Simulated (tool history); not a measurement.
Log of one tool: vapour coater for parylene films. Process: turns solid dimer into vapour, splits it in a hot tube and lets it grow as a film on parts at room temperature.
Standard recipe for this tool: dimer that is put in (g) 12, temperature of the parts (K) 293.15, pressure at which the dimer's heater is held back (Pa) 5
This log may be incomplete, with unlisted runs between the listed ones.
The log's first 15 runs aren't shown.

run	day	dimer that is put in (g)	temperature of the parts (K)	pressure at which the dimer's heater is held back (Pa)	thickness of the film (nm)
16	34.146	12	293.15	5	6560
17	35.438	12	293.15	5	6480
18	37.317	20	293.15	5	10740
# day 37.85: trap's valve overhauled
19	39.496	12	293.15	5	6290
20	42.025	12	293.15	5	6230
21	45.029	12	293.15	5	6220
22	47.242	12	293.15	5	6230
# day 47.775: trap's valve overhauled, once more
23	49.275	12	301.15	5	5190
24	51.071	21	293.15	2.36	13050
25	52.388	21	293.15	2.36	13020
26	54.258	21	293.15	2.36	12880
27	56.65	21	293.15	2.36	12820
28	58.888	6	293.15	5	3400
29	61.854	6	293.15	5	3350
30	64.471	6	293.15	5	3350
31	65.725	6	293.15	8.22	3140
32	66.996	6	293.15	8.22	3150

The next listed run, before its measurement:
33	68.579	5	302.15	9.74	?

{"run 33": {"thickness of the film (nm)": 1850}}
Minus the tool's unlogged condition, the same run would have read thickness of the film (nm) 2000.
